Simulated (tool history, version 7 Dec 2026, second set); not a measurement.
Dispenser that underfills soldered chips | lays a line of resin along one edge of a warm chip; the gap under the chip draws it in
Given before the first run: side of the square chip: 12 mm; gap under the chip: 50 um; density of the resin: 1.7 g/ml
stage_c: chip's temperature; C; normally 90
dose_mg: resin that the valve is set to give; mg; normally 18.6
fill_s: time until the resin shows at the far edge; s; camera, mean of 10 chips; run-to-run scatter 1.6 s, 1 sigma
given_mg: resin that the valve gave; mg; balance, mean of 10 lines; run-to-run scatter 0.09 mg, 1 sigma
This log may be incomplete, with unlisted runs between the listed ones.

run    day  stage_c  dose_mg  fill_s  given_mg
  1  0.000       90     18.6   243.9     17.70
  2  0.108       90     18.6   265.6     17.74
  3  0.192       90     18.6   295.0     17.50
  4  0.325       90     18.6   340.3     17.50
     0.379  -- new syringe of resin
  5  0.475       90     20.0   162.9     18.82
  6  0.592       90     19.1   186.1     18.03
  7  0.725       90     19.1   216.1     18.00
  8  0.838       90     19.1   247.5     18.02
  9  0.929       90     19.1   275.5     17.96
 10  1.033       90     18.6   310.9     17.40
 11  1.112       90     22.9   329.5     21.59
     1.175  -- new syringe of resin
 12  1.283       98     21.3   127.9     19.80
 13  1.371       98     21.3   137.2     19.82
 14  1.533       93     19.6   200.4     18.49
 15  1.617       90     18.3   242.6     17.03
 16  1.792       90     18.3   294.4     17.02
 17  1.954       84     21.9   422.6     20.26
     1.983  -- new syringe of resin
 18  2.146       91     17.6   174.0     16.19
 19  2.271      103     17.5   136.7     16.04

Some steps in fill_s between neighbouring runs. How much of each would the tool show without its hidden state too (settings, what came in, random variation), and how much is left for the hidden state, with any gauge scatter that isn't in both results?
The hidden state here: resin's viscosity, % of fresh resin's; dose that the valve gives, % of what is set; true chip temperature over the reading, C; drift of the gauge itself on fill_s, %; drift of the gauge itself on given_mg, %.
Run 17 -> 18: stage_c 84 -> 91, dose_mg 21.9 -> 17.6, new syringe of resin. fill_s -248.6 s: hidden state -212.6, all else -36.0.

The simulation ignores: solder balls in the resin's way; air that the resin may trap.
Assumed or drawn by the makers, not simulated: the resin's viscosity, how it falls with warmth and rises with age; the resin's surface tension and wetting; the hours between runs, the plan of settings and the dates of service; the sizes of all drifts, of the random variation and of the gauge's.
